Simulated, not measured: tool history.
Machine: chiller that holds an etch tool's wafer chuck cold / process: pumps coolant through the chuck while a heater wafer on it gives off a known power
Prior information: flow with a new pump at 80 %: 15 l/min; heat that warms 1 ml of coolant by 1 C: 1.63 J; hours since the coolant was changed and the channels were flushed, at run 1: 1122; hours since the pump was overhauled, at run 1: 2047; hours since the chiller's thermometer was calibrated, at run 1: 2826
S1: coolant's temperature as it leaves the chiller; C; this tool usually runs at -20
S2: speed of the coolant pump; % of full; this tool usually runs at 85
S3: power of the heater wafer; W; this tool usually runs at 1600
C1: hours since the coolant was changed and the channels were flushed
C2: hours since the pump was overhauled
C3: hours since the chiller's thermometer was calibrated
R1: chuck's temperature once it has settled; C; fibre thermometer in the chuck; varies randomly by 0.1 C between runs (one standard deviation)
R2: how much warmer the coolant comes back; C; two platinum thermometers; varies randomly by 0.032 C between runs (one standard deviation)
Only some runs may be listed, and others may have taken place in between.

Run 1, hour 0.0: usual settings; C1 1122; C2 2047; C3 2826. Result: R1 -8.7 C, R2 3.82 C.
Run 2, hour 117.2: usual settings; C1 1239; C2 2164; C3 2943. Result: R1 -8.7 C, R2 3.83 C.
Run 3, hour 243.7: usual settings but S1 -29 C; C1 1366; C2 2290; C3 3069. Result: R1 -17.6 C, R2 3.85 C.
Run 4, hour 348.0: usual settings but S1 -29 C; C1 1470; C2 2395; C3 3174. Result: R1 -17.7 C, R2 3.90 C.
Run 5, hour 470.4: usual settings but S3 1131 W; C1 1592; C2 2517; C3 3296. Result: R1 -11.8 C, R2 2.82 C.
Run 6, hour 585.8: usual settings but S3 1131 W; C1 1708; C2 2632; C3 3412. Result: R1 -11.9 C, R2 2.72 C.
Run 7, hour 670.3: usual settings but S3 1131 W; C1 1792; C2 2717; C3 3496. Result: R1 -11.8 C, R2 2.76 C.
Run 8, hour 804.0: usual settings but S3 871 W; C1 1926; C2 2851; C3 3630. Result: R1 -13.5 C, R2 2.11 C.
Run 9, hour 864.9: usual settings but S3 871 W; C1 1987; C2 2911; C3 3691. Result: R1 -13.5 C, R2 2.20 C.
Run 10, hour 930.4: usual settings but S3 871 W; C1 2052; C2 2977; C3 3756. Result: R1 -13.5 C, R2 2.11 C.
Run 11, hour 1033.6: usual settings; C1 2155; C2 3080; C3 3859. Result: R1 -8.2 C, R2 3.93 C.
Run 12, hour 1107.8: usual settings but S1 -26 C; C1 2230; C2 3154; C3 3933. Result: R1 -14.0 C, R2 3.94 C.
Run 13, hour 1203.1: usual settings but S1 -26 C; C1 2325; C2 3250; C3 4029. Result: R1 -14.1 C, R2 3.99 C.
Run 14, hour 1305.2: usual settings but S1 -26 C; C1 2427; C2 3352; C3 4131. Result: R1 -14.1 C, R2 3.95 C.
Run 15, hour 1413.4: usual settings but S1 -26 C, S3 1324 W; C1 2535; C2 3460; C3 4239. Result: R1 -16.1 C, R2 3.32 C.
Run 16, hour 1550.7: usual settings; C1 2672; C2 3597; C3 4376. Result: R1 -7.7 C, R2 4.01 C.
At hour 1669.2: chiller's thermometer calibrated.
Run 17, hour 1685.9: usual settings but S2 94 % of full; C1 2807; C2 3731; C3 17. Result: R1 -8.6 C, R2 3.56 C.
Run 18, hour 1800.6: usual settings but S2 94 % of full; C1 2921; C2 3846; C3 131. Result: R1 -8.4 C, R2 3.61 C.
Run 19, hour 1906.6: usual settings but S2 80 % of full; C1 3027; C2 3952; C3 237. Result: R1 -7.0 C, R2 4.28 C.
Run 20, hour 1989.8: usual settings but S2 61 % of full; C1 3111; C2 4035; C3 321. Result: R1 -4.1 C, R2 5.75 C.
Run 21, hour 2078.1: usual settings but S1 -15 C, S2 93 % of full; C1 3199; C2 4124; C3 409. Result: R1 -3.2 C, R2 3.65 C.
Run 22, hour 2173.2: usual settings but S1 -23 C, S2 80 % of full; C1 3294; C2 4219; C3 504. Result: R1 -9.8 C, R2 4.29 C.
Run 23, hour 2256.7: usual settings but S1 -12 C, S2 80 % of full, S3 838 W; C1 3378; C2 4302; C3 587. Result: R1 -4.9 C, R2 2.29 C.
Run 24, hour 2329.3: usual settings but S1 -27 C, S2 61 % of full; C1 3450; C2 4375; C3 660. Result: R1 -10.8 C, R2 5.78 C.
At hour 2369.3: chiller's thermometer calibrated, once more.
Run 25, hour 2435.5: usual settings but S1 -27 C, S2 61 % of full; C1 3555; C2 4480; C3 66. Result: R1 -10.9 C, R2 5.86 C.
Run 26, hour 2554.1: usual settings but S1 -28 C, S2 61 % of full; C1 3674; C2 4599; C3 185. Result: R1 -11.9 C, R2 5.91 C.
Run 27, hour 2701.7: usual settings but S1 -28 C, S2 61 % of full, S3 823 W; C1 3822; C2 4746; C3 332. Result: R1 -19.6 C, R2 3.10 C.
Run 28, hour 2785.5: usual settings but S1 -28 C, S2 73 % of full, S3 1628 W; C1 3905; C2 4830; C3 416. Result: R1 -13.5 C, R2 4.90 C.
Run 29, hour 2876.7: usual settings but S1 -19 C, S2 73 % of full, S3 2193 W; C1 3996; C2 4921; C3 507. Result: R1 0.6 C, R2 6.64 C.
Run 30, hour 2961.8: usual settings but S1 -21 C, S2 60 % of full, S3 1014 W; C1 4082; C2 5006; C3 593. Result: R1 -10.4 C, R2 3.88 C.
Run 31, hour 3103.9: usual settings but S2 91 % of full, S3 1084 W; C1 4224; C2 5148; C3 735. Result: R1 -11.6 C, R2 2.62 C.
Run 32, hour 3204.3: usual settings but S2 70 % of full, S3 1084 W; C1 4324; C2 5249; C3 835. Result: R1 -9.8 C, R2 3.48 C.
Run 33, hour 3292.7: usual settings but S2 70 % of full, S3 1084 W; C1 4413; C2 5337; C3 923. Result: R1 -9.8 C, R2 3.49 C.

Selected run-to-run steps in R1, each split into two signed amounts: the part the tool would show with no hidden state at all (from settings, incoming material and random variation), and the remainder, which goes to the hidden state together with any gauge scatter not common to the measured and the hidden-state-free results:
Hidden conditions of the tool in this case: heat passed by the chuck's channels, % of clean ones'; flow at a given pump speed, % of a new pump's; coolant's true temperature over the reading, C; drift of the gauge itself on chuck_c, C; drift of the gauge itself on warmer_back_c, C.
Run 2 -> 3: S1 -20 -> -29. R1 -8.9 C: hidden state +0.0, all else -8.9.
Run 23 -> 24: S1 -12 -> -27, S2 80 -> 61, S3 838 -> 1600. R1 -5.9 C: hidden state +1.4, all else -7.3.
Run 26 -> 27: S3 1600 -> 823. R1 -7.7 C: hidden state -1.3, all else -6.4.
Run 28 -> 29: S1 -28 -> -19, S3 1628 -> 2193. R1 +14.1 C: hidden state +1.1, all else +13.0.
Run 29 -> 30: S1 -19 -> -21, S2 73 -> 60, S3 2193 -> 1014. R1 -11.0 C: hidden state -1.7, all else -9.3.
